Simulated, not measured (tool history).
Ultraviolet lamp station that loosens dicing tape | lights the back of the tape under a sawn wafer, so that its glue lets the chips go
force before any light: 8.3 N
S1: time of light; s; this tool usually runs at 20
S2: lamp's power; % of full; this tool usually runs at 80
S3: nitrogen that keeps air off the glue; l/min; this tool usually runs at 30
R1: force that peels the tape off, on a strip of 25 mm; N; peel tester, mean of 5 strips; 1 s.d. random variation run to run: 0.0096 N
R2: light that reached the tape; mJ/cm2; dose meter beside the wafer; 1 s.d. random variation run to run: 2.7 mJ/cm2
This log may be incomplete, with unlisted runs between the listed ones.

run    day  S1  S2  S3     R1   R2
  1  0.000  20  80  30  0.689  296
  2  0.400  20  80  30  0.683  292
  3  0.829  20  99  30  0.455  361
  4  1.225  20  99  30  0.455  361
  5  1.438  20  99  30  0.458  355
  6  1.700  20  99  30  0.453  360
  7  2.071  20  80  30  0.696  284
  8  2.546  20  80  30  0.733  288
  9  2.958  17  64  18  2.043  195
 10  3.371  17  64  18  2.012  193
 11  3.696  17  64  16  2.221  191

For run 12, what comes out?
 12  4.150  17  64  16   ?   ?

{"run 12": {"R1": 2.192, "R2": 187}}
Were there no unlogged condition in the tool, this run, its random variation unchanged, would have produced R1 1.411 N, R2 254 mJ/cm2.

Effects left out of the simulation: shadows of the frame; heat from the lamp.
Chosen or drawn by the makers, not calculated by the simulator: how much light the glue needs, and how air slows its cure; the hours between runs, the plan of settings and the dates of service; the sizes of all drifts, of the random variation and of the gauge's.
